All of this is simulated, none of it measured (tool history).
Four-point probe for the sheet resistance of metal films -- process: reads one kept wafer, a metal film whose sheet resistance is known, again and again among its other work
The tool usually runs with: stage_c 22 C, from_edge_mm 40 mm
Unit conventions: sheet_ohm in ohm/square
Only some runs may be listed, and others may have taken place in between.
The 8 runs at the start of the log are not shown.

run,day,stage_c,from_edge_mm,sheet_ohm
9,24.967,22,40,0.28267
10,27.792,28,40,0.281932
11,31.658,28,40,0.281906
12,33.821,22,40,0.282523
13,36.292,22,40,0.282499
14,39.038,22,40,0.282558
15,42.429,22,40,0.282587
16,46.688,26,40,0.282011
17,49.104,22,14,0.283693
18,52.658,19,8,0.286568
19,55.425,32,7,0.286372
20,59.317,32,7,0.286233
21,63.962,24,25,0.282664
# day 65.988: stage's thermometer calibrated
22,67.45,21,75,0.2826
23,70.721,21,75,0.282622
24,73.646,19,59,0.282713
25,76.762,18,8,0.286753
26,81.283,22,32,0.282662
27,84.038,22,5,0.29188
28,88.771,19,9,0.285662
29,91.229,29,6,0.288377
30,93.996,26,13,0.283478
31,98.408,26,25,0.282393

Branching from run 31: 4 alternative next runs. What would each branch give?
A,100.375,21,41,?
B,100.375,27,25,?
C,100.375,19,39,?
D,100.375,28,11,?

run,sheet_ohm
A,0.282623
B,0.282359
C,0.282972
D,0.283848
What these runs would have given with no unlogged condition in the tool:
run,sheet_ohm
A,0.282611
B,0.282347
C,0.28296
D,0.283836

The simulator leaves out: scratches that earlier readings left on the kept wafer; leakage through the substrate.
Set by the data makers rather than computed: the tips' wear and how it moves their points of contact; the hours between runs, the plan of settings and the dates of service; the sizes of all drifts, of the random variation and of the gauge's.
